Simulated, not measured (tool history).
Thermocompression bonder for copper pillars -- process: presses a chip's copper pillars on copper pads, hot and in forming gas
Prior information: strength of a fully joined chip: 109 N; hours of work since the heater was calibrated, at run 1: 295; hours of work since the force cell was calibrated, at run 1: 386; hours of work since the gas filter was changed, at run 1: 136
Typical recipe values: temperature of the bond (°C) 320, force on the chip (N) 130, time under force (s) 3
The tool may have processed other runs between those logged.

run	hour	temperature of the bond (°C)	force on the chip (N)	time under force (s)	hours of work since the heater was calibrated	hours of work since the force cell was calibrated	hours of work since the gas filter was changed	force that shears a chip off (N)
1	0	320	130	3	295	386	136	40.5
2	25.1	320	128	3	306	397	147	39
3	53.8	320	128	3	318	409	159	38.3
4	78.1	320	130	6	328	419	169	52.2
5	111.4	313	130	3	342	433	183	37.1
6	135	313	130	3	351	443	193	37.6
7	167.5	313	130	3	365	456	206	37.5
8	200.1	313	130	3	379	470	220	35.4
9	235.6	313	130	3	393	485	235	36.3
10	263.9	320	130	2	405	497	247	34.5
11	297.5	320	130	2	419	511	261	33.2
# hour 307.4: forming gas filter changed
12	315.7	320	130	3	427	518	3	42.6
13	353.8	320	130	3	443	534	19	42.9
14	376.5	303	130	3	452	543	29	34.8
15	397.9	303	130	3	461	552	38	35.7
16	432.7	322	130	3	476	567	52	40.8
17	456.6	322	153	3	485	577	62	49.5
18	484.4	322	153	3	497	588	74	49.6
19	524.3	322	153	3	514	605	91	48.9
20	564.2	320	91	3	530	622	107	28.1
21	593.8	320	91	3	543	634	120	28.9
22	631.4	324	119	9	558	650	135	57.6
23	670.3	348	119	9	575	666	151	64.7
24	695	348	119	9	585	676	162	66.7
25	724.4	348	119	9	597	689	174	67.6
26	749.9	306	119	9	608	699	185	49.8
27	770.7	320	122	5	617	708	193	45.3
28	805.1	312	134	7	631	722	208	54.5
29	824.4	312	142	8	639	730	216	59
30	849	314	88	3	649	741	226	25.3
31	890.4	308	123	5	667	758	243	41.8
32	918.6	308	123	5	678	770	255	41.8
# hour 940.6: forming gas filter changed
33	945.2	349	81	4	689	780	2	37.4
34	983.9	349	81	4	705	797	18	36.5
35	1008.1	349	81	4	715	807	28	37
36	1025.9	349	81	4	723	814	36	36.9
37	1058.7	349	81	4	737	828	49	36.5
38	1085.4	349	79	4	748	839	60	35.8
39	1110.6	320	141	3	758	849	71	45.7

Here are 3 independent what-if runs from the current tool condition. What would each one return?
A	1132.6	310	93	2	767	859	80	?
B	1132.6	320	127	2	767	859	80	?
C	1132.6	314	141	3	767	859	80	?

run	force that shears a chip off (N)
A	22.7
B	34.4
C	44.1
With no hidden state in the tool, these same runs would have given:
run	force that shears a chip off (N)
A	20.7
B	31.6
C	40.9
